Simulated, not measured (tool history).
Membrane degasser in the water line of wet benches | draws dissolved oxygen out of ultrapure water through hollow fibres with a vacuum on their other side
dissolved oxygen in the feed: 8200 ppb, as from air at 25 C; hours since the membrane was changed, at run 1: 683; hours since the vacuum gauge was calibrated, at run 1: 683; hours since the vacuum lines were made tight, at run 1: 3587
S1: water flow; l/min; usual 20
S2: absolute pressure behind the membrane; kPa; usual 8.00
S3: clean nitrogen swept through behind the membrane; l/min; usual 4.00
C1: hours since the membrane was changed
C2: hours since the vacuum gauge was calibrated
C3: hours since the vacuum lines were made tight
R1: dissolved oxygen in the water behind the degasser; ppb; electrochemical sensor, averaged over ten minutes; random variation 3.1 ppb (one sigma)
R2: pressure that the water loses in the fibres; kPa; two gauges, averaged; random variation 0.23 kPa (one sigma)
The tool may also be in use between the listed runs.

{"run": 1, "hour": 0.0, "S1": 20, "S2": 8.0, "S3": 4.0, "C1": 683, "C2": 683, "C3": 3587, "R1": 302.2, "R2": 60.07}
{"run": 2, "hour": 81.7, "S1": 20, "S2": 5.98, "S3": 4.0, "C1": 764, "C2": 764, "C3": 3669, "R1": 286.5, "R2": 60.31}
{"run": 3, "hour": 173.7, "S1": 20, "S2": 5.98, "S3": 4.0, "C1": 856, "C2": 856, "C3": 3760, "R1": 290.4, "R2": 60.15}
{"run": 4, "hour": 250.3, "S1": 20, "S2": 5.98, "S3": 4.0, "C1": 933, "C2": 933, "C3": 3837, "R1": 286.1, "R2": 60.16}
{"run": 5, "hour": 341.1, "S1": 20, "S2": 8.0, "S3": 4.21, "C1": 1024, "C2": 1024, "C3": 3928, "R1": 305.1, "R2": 59.75}
{"run": 6, "hour": 400.4, "S1": 20, "S2": 8.0, "S3": 4.21, "C1": 1083, "C2": 1083, "C3": 3987, "R1": 307.1, "R2": 60.28}
{"run": 7, "hour": 467.5, "S1": 32, "S2": 8.0, "S3": 4.61, "C1": 1150, "C2": 1150, "C3": 4054, "R1": 673.5, "R2": 96.44}
{"run": 8, "hour": 516.9, "S1": 24, "S2": 7.79, "S3": 2.53, "C1": 1200, "C2": 1200, "C3": 4104, "R1": 456.9, "R2": 72.18}
{"run": 9, "hour": 595.8, "S1": 24, "S2": 7.79, "S3": 2.53, "C1": 1279, "C2": 1279, "C3": 4183, "R1": 467.5, "R2": 72.35}
{"run": 10, "hour": 640.9, "S1": 24, "S2": 7.79, "S3": 2.53, "C1": 1324, "C2": 1324, "C3": 4228, "R1": 459.3, "R2": 71.99}
{"run": 11, "hour": 717.6, "S1": 24, "S2": 7.79, "S3": 2.53, "C1": 1400, "C2": 1400, "C3": 4304, "R1": 463.9, "R2": 72.22}
{"run": 12, "hour": 792.9, "S1": 21, "S2": 13.91, "S3": 4.89, "C1": 1476, "C2": 1476, "C3": 4380, "R1": 380.7, "R2": 63.02}

Forecast each of these 5 alternatives for the next run:
{"run": "A", "hour": 833.7, "S1": 20, "S2": 5.77, "S3": 4.0, "C1": 1516, "C2": 1516, "C3": 4420, "R1": "?", "R2": "?"}
{"run": "B", "hour": 833.7, "S1": 20, "S2": 8.89, "S3": 4.0, "C1": 1516, "C2": 1516, "C3": 4420, "R1": "?", "R2": "?"}
{"run": "C", "hour": 833.7, "S1": 20, "S2": 8.0, "S3": 5.38, "C1": 1516, "C2": 1516, "C3": 4420, "R1": "?", "R2": "?"}
{"run": "D", "hour": 833.7, "S1": 14, "S2": 8.0, "S3": 1.9, "C1": 1516, "C2": 1516, "C3": 4420, "R1": "?", "R2": "?"}
{"run": "E", "hour": 833.7, "S1": 16, "S2": 6.47, "S3": 10.19, "C1": 1516, "C2": 1516, "C3": 4420, "R1": "?", "R2": "?"}

run=A R1=278.8 R2=60.10
run=B R1=313.5 R2=60.38
run=C R1=291.8 R2=59.98
run=D R1=190.6 R2=42.27
run=E R1=160.8 R2=47.72
Without the tool's hidden state the same runs would have given:
run=A R1=278.7 R2=60.09
run=B R1=313.4 R2=60.37
run=C R1=291.7 R2=59.97
run=D R1=190.5 R2=42.26
run=E R1=160.7 R2=47.71
